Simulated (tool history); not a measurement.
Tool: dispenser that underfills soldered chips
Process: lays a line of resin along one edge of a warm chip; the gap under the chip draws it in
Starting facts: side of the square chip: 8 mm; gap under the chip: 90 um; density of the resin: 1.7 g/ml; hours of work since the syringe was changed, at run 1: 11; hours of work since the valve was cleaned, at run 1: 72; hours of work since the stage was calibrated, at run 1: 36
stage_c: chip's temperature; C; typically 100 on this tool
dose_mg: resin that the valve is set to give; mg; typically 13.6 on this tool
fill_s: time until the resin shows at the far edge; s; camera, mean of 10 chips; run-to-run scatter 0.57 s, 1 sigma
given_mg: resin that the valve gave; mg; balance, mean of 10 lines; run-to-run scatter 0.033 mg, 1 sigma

run,hour,stage_c,dose_mg,hours of work since the syringe was changed,hours of work since the valve was cleaned,hours of work since the stage was calibrated,fill_s,given_mg
1,0,100,13.6,11,72,36,93.6,13.16
# hour 0.7: new syringe of resin
2,2.5,100,13.6,1,74,38,52.1,13.14
3,4.8,100,13.6,3,76,39,57.8,13.1
4,8.9,100,14.4,6,78,42,68,13.93
5,11.2,100,14.3,7,80,44,74.2,13.69
6,14.8,97,14.3,10,83,46,95.7,13.77
# hour 16.5: dispensing valve cleaned and set on the balance
# hour 18.5: new syringe of resin
7,20.6,97,14.3,1,3,49,58.7,14.26
8,23.5,97,14.3,4,5,51,65.2,14.31
9,28.3,100,11.7,7,8,55,75,11.67
10,30.7,100,11.7,9,10,56,80.9,11.66
11,33.7,114,13.6,11,12,59,54,13.56
# hour 35.4: new syringe of resin
12,36.3,100,13.6,1,13,60,49.9,13.49
13,38.7,100,14.8,2,15,62,53.4,14.67
14,42.8,100,13.6,5,18,65,64,13.51
15,47.9,106,13.6,9,22,68,63.9,13.49
16,50,90,13.6,10,23,70,124.4,13.45
# hour 52.2: new syringe of resin
17,53.9,99,13.6,1,26,72,54,13.48
18,57.7,100,13.6,4,28,75,59.2,13.4

Run 19, settings as shown, results not yet in. Your forecast:
19,60.5,113,15.7,6,30,77,?,?

{"run 19": {"fill_s": 40.8, "given_mg": 15.43}}
Minus the tool's unlogged condition, the same run would have read fill_s 29.4 s, given_mg 15.66 mg.
